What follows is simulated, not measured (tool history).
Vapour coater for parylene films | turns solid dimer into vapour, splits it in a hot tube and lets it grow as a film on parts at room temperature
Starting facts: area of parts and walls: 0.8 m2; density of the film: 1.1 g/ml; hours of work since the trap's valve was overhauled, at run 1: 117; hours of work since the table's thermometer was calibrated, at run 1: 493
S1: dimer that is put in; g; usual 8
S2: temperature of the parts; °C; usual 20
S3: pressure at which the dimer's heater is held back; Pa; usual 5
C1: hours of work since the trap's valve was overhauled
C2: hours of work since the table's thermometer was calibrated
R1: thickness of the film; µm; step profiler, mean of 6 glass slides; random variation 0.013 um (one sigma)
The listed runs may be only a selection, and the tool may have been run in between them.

Run 1, day 0: usual settings; C1 117; C2 493. Result: R1 6.91 µm.
Run 2, day 0.671: usual settings; C1 125; C2 502. Result: R1 6.91 µm.
Run 3, day 1.883: usual settings; C1 141; C2 517. Result: R1 6.9 µm.
Run 4, day 2.808: usual settings; C1 153; C2 529. Result: R1 6.9 µm.
Run 5, day 3.708: usual settings but S2 24 °C; C1 164; C2 540. Result: R1 5.99 µm.
Run 6, day 4.558: usual settings but S2 24 °C; C1 175; C2 551. Result: R1 5.99 µm.
Run 7, day 5.329: usual settings but S2 25 °C; C1 185; C2 561. Result: R1 5.76 µm.
Run 8, day 6.504: usual settings but S2 25 °C; C1 200; C2 576. Result: R1 5.77 µm.
Run 9, day 7.621: usual settings but S2 25 °C; C1 214; C2 590. Result: R1 5.77 µm.
Run 10, day 8.271: usual settings but S2 13 °C; C1 222; C2 599. Result: R1 8.76 µm.
Run 11, day 8.946: usual settings; C1 231; C2 607. Result: R1 6.88 µm.
Run 12, day 10.196: usual settings but S1 3 g; C1 247; C2 623. Result: R1 2.58 µm.
Run 13, day 11.529: usual settings but S1 3 g; C1 264; C2 640. Result: R1 2.57 µm.
Run 14, day 12.846: usual settings but S1 3 g, S2 25 °C; C1 280; C2 657. Result: R1 2.16 µm.
Run 15, day 13.942: usual settings but S1 3 g, S2 25 °C; C1 294; C2 671. Result: R1 2.15 µm.
Run 16, day 15.229: usual settings but S1 3 g, S2 25 °C; C1 311; C2 687. Result: R1 2.16 µm.
Run 17, day 16.004: usual settings but S1 3 g, S2 23 °C, S3 3.18 Pa; C1 321; C2 697. Result: R1 2.44 µm.
Run 18, day 16.704: usual settings but S1 3 g, S2 23 °C, S3 3.18 Pa; C1 329; C2 706. Result: R1 2.45 µm.
Run 19, day 17.954: usual settings but S1 7 g, S2 30 °C, S3 2.34 Pa; C1 345; C2 722. Result: R1 4.61 µm.
Run 20, day 18.775: usual settings but S1 3 g, S2 29 °C, S3 3.35 Pa; C1 356; C2 732. Result: R1 1.98 µm.
Run 21, day 20.05: usual settings but S1 6 g; C1 372; C2 748. Result: R1 5.12 µm.
Run 22, day 20.696: usual settings but S1 9 g, S2 29 °C, S3 3.54 Pa; C1 380; C2 757. Result: R1 5.84 µm.
Run 23, day 21.575: usual settings but S2 18 °C; C1 392; C2 768. Result: R1 7.34 µm.
Run 24, day 22.212: usual settings but S2 24 °C, S3 5.12 Pa; C1 400; C2 776. Result: R1 5.95 µm.
Run 25, day 22.817: usual settings but S1 3 g, S2 19 °C, S3 5.12 Pa; C1 407; C2 784. Result: R1 2.65 µm.
Run 26, day 23.85: usual settings but S1 3 g, S2 14 °C; C1 420; C2 797. Result: R1 3.17 µm.
Run 27, day 24.925: usual settings but S1 3 g, S2 14 °C; C1 434; C2 811. Result: R1 3.16 µm.
Run 28, day 26.3: usual settings but S1 3 g, S3 2.95 Pa; C1 452; C2 828. Result: R1 2.73 µm.
Run 29, day 27.583: usual settings but S1 3 g, S2 22 °C, S3 2.04 Pa; C1 468; C2 844. Result: R1 2.67 µm.
Run 30, day 29.046: usual settings but S1 3 g, S2 22 °C, S3 2.04 Pa; C1 487; C2 863. Result: R1 2.66 µm.

Hidden state or all else? Some run-to-run changes of R1, split into what the settings, what came in and random variation would give without the hidden state, and what is left for the hidden state (with any gauge scatter that isn't in both results):
The tool's hidden condition here consists of: vapour lost through the trap's worn valve, %; true temperature of the parts over the reading, C; drift of the gauge itself on film_um, %.
Run 9 -> 10: S2 25 -> 13. R1 +2.99 µm: hidden state -0.05, all else +3.04.
Run 10 -> 11: S2 13 -> 20. R1 -1.88 µm: hidden state +0.04, all else -1.92.
Run 11 -> 12: S1 8 -> 3. R1 -4.3 µm: hidden state +0, all else -4.3.
Run 20 -> 21: S1 3 -> 6, S2 29 -> 20, S3 3.35 -> 5. R1 +3.14 µm: hidden state -0.01, all else +3.15.
Run 24 -> 25: S1 8 -> 3, S2 24 -> 19. R1 -3.3 µm: hidden state +0.02, all else -3.32.
